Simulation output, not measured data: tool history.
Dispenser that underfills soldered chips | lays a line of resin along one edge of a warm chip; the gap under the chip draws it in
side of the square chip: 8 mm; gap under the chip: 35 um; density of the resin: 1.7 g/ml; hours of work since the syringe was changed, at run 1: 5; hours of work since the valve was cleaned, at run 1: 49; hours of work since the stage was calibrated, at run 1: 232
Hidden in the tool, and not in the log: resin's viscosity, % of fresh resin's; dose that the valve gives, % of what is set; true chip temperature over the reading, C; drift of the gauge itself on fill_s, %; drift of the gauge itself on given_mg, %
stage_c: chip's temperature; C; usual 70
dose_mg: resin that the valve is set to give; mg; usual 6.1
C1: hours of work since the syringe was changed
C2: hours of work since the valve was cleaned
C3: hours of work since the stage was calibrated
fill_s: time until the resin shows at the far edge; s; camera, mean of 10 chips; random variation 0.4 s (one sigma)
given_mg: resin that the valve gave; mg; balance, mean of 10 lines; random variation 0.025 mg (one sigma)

run 1 day=0 | stage_c=70 dose_mg=6.1 | C1=5 C2=49 C3=232 | fill_s=40.5 given_mg=5.8
-- day=0.088 new syringe of resin
run 2 day=0.375 | stage_c=70 dose_mg=6.1 | C1=5 C2=55 C3=238 | fill_s=39.1 given_mg=5.79
-- day=0.483 new syringe of resin
run 3 day=0.633 | stage_c=70 dose_mg=6.1 | C1=2 C2=59 C3=242 | fill_s=32.3 given_mg=5.79
run 4 day=0.829 | stage_c=70 dose_mg=6.1 | C1=6 C2=62 C3=245 | fill_s=43.9 given_mg=5.73
-- day=0.875 new syringe of resin
run 5 day=1.038 | stage_c=70 dose_mg=6.1 | C1=3 C2=65 C3=248 | fill_s=33.2 given_mg=5.72
-- day=1.267 new syringe of resin
run 6 day=1.358 | stage_c=70 dose_mg=6.1 | C1=2 C2=70 C3=253 | fill_s=31.1 given_mg=5.64
-- day=1.662 new syringe of resin
run 7 day=1.783 | stage_c=70 dose_mg=6.1 | C1=2 C2=77 C3=260 | fill_s=30.4 given_mg=5.65
-- day=2.058 new syringe of resin
run 8 day=2.204 | stage_c=70 dose_mg=6.46 | C1=2 C2=83 C3=267 | fill_s=32.6 given_mg=5.97
-- day=2.475 new syringe of resin
run 9 day=2.638 | stage_c=70 dose_mg=6.46 | C1=3 C2=90 C3=274 | fill_s=33.6 given_mg=5.88
-- day=2.758 dispensing valve cleaned and set on the balance
-- day=2.912 new syringe of resin
run 10 day=3.096 | stage_c=63 dose_mg=7.2 | C1=3 C2=5 C3=280 | fill_s=46.8 given_mg=7.15
run 11 day=3.275 | stage_c=63 dose_mg=7.2 | C1=6 C2=8 C3=283 | fill_s=58.4 given_mg=7.17
-- day=3.321 new syringe of resin
run 12 day=3.621 | stage_c=57 dose_mg=6.1 | C1=5 C2=14 C3=288 | fill_s=72.6 given_mg=6.01
-- day=3.712 new syringe of resin
run 13 day=3.9 | stage_c=60 dose_mg=6.1 | C1=3 C2=18 C3=293 | fill_s=52 given_mg=6.02
-- day=4.117 new syringe of resin
run 14 day=4.212 | stage_c=72 dose_mg=6.17 | C1=2 C2=23 C3=298 | fill_s=27.4 given_mg=6.04
-- day=4.496 new syringe of resin
run 15 day=4.496 | stage_c=72 dose_mg=6.17 | C1=0 C2=27 C3=302 | fill_s=24.2 given_mg=6.02
run 16 day=4.854 | stage_c=65 dose_mg=7.64 | C1=6 C2=33 C3=308 | fill_s=53.2 given_mg=7.43
-- day=4.904 new syringe of resin
run 17 day=5.175 | stage_c=65 dose_mg=7.64 | C1=4 C2=38 C3=313 | fill_s=45.2 given_mg=7.38

The same runs without the tool's hidden state, with the same run-to-run variation:
run=1 fill_s=26.3 given_mg=6.09
run=2 fill_s=26.5 given_mg=6.12
run=3 fill_s=26.8 given_mg=6.14
run=4 fill_s=27.8 given_mg=6.1
run=5 fill_s=27.2 given_mg=6.11
run=6 fill_s=27.6 given_mg=6.06
run=7 fill_s=26.2 given_mg=6.11
run=8 fill_s=27.1 given_mg=6.49
run=9 fill_s=27.3 given_mg=6.44
run=10 fill_s=37.2 given_mg=7.16
run=11 fill_s=35.9 given_mg=7.21
run=12 fill_s=49.1 given_mg=6.06
run=13 fill_s=41.1 given_mg=6.11
run=14 fill_s=25.3 given_mg=6.15
run=15 fill_s=25 given_mg=6.16
run=16 fill_s=33.6 given_mg=7.64
run=17 fill_s=32.1 given_mg=7.62
